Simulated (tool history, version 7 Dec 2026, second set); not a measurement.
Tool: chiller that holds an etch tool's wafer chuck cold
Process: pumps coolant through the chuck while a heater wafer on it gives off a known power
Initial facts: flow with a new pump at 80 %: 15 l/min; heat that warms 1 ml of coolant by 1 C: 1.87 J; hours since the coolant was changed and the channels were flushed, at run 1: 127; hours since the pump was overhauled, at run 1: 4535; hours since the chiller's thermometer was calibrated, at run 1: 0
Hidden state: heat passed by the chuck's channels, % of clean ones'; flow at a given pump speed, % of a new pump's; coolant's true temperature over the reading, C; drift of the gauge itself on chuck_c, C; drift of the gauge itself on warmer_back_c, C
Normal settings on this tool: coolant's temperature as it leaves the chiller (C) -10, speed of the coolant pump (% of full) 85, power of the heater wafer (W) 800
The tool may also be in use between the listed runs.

run	hour	coolant's temperature as it leaves the chiller (C)	speed of the coolant pump (% of full)	power of the heater wafer (W)	hours since the coolant was changed and the channels were flushed	hours since the pump was overhauled	hours since the chiller's thermometer was calibrated	chuck's temperature once it has settled (C)	how much warmer the coolant comes back (C)
1	0.0	-10	85	800	127	4535	0	-4.29	1.738
2	59.0	-10	85	800	186	4594	59	-4.33	1.738
3	111.3	-10	85	800	238	4646	111	-4.30	1.732
4	189.6	-10	85	800	316	4724	190	-4.09	1.760
5	298.7	-10	85	800	425	4834	299	-4.04	1.743
6	380.9	-10	85	800	508	4916	381	-3.90	1.758
7	433.1	-10	85	800	560	4968	433	-4.21	1.764
8	508.4	-10	85	800	635	5043	508	-4.03	1.750
9	610.1	-10	85	800	737	5145	610	-4.05	1.768
10	663.1	-10	85	800	790	5198	663	-4.05	1.758
11	718.1	-10	85	800	845	5253	718	-3.84	1.762
12	773.1	-10	85	800	900	5308	773	-3.83	1.775
# hour 830.4: coolant pump overhauled
13	871.0	-10	85	800	993	41	866	-4.19	1.605
14	987.7	-16	85	1082	1109	157	983	-8.14	2.181
15	1050.7	-16	85	1082	1172	220	1046	-8.18	2.195
16	1133.8	-13	92	965	1255	303	1129	-6.14	1.810
17	1194.5	-10	85	795	1316	364	1189	-4.05	1.594
18	1253.3	-10	99	573	1375	423	1248	-5.98	0.978
19	1353.2	-10	75	800	1475	523	1348	-3.50	1.828
20	1468.3	-9	83	442	1590	638	1463	-5.47	0.931
21	1562.1	-14	66	800	1684	732	1557	-6.74	2.109
22	1665.6	-14	66	800	1787	835	1661	-6.75	2.104
23	1741.3	-14	66	800	1863	911	1736	-6.73	2.110
24	1806.6	-14	81	565	1928	976	1802	-9.25	1.226
25	1908.0	-14	81	565	2030	1078	1903	-9.11	1.213

Results per run with the tool's hidden condition removed, run-to-run variation unchanged:
run	chuck's temperature once it has settled (C)	how much warmer the coolant comes back (C)
1	-4.67	1.608
2	-4.75	1.607
3	-4.75	1.598
4	-4.59	1.624
5	-4.59	1.603
6	-4.51	1.615
7	-4.84	1.619
8	-4.71	1.603
9	-4.79	1.617
10	-4.81	1.605
11	-4.64	1.608
12	-4.66	1.618
13	-4.73	1.604
14	-8.87	2.176
15	-8.95	2.187
16	-6.89	1.801
17	-4.78	1.585
18	-6.61	0.970
19	-4.35	1.811
20	-6.15	0.921
21	-7.75	2.081
22	-7.83	2.073
23	-7.86	2.075
24	-10.17	1.204
25	-10.09	1.189
